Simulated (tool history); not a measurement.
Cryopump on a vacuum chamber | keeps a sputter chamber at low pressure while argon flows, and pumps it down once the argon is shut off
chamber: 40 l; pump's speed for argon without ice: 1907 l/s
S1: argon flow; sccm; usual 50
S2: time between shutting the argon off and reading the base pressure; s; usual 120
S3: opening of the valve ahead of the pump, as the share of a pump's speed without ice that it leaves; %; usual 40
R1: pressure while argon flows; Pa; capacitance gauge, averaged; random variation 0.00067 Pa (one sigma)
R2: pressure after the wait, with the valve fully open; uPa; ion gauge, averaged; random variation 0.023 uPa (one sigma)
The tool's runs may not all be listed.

| run | hour | S1 | S2 | S3 | R1 | R2 |
|---|---|---|---|---|---|---|
| 1 | 0 | 50 | 120 | 40 | 0.1219 | 1.66 |
| 2 | 29.1 | 50 | 120 | 35 | 0.1369 | 1.67 |
| 3 | 66.4 | 50 | 56 | 40 | 0.1219 | 2.47 |
| 4 | 110.8 | 50 | 127 | 40 | 0.1237 | 1.78 |
|  | 118.8 | pump warmed up, emptied and cooled again |
| 5 | 139.7 | 50 | 127 | 40 | 0.1111 | 1.56 |
| 6 | 175.1 | 50 | 127 | 40 | 0.1119 | 1.62 |
| 7 | 205.7 | 50 | 127 | 40 | 0.1119 | 1.72 |
| 8 | 253.8 | 50 | 120 | 40 | 0.1129 | 1.78 |
| 9 | 295.6 | 49 | 72 | 16 | 0.273 | 2.22 |
| 10 | 319.2 | 47 | 82 | 16 | 0.263 | 2.2 |
| 11 | 365.4 | 54 | 36 | 40 | 0.1225 | 3.38 |
| 12 | 402 | 54 | 36 | 40 | 0.1244 | 3.44 |
| 13 | 451.1 | 54 | 20 | 57 | 0.089 | 5.06 |

Forecast run 14:
| 14 | 476.6 | 54 | 20 | 57 | ? | ? |

Run 14 gave R1 0.0898 Pa, R2 5.06 uPa.
Without the tool's hidden state the same run would have given R1 0.0849 Pa, R2 3.58 uPa.
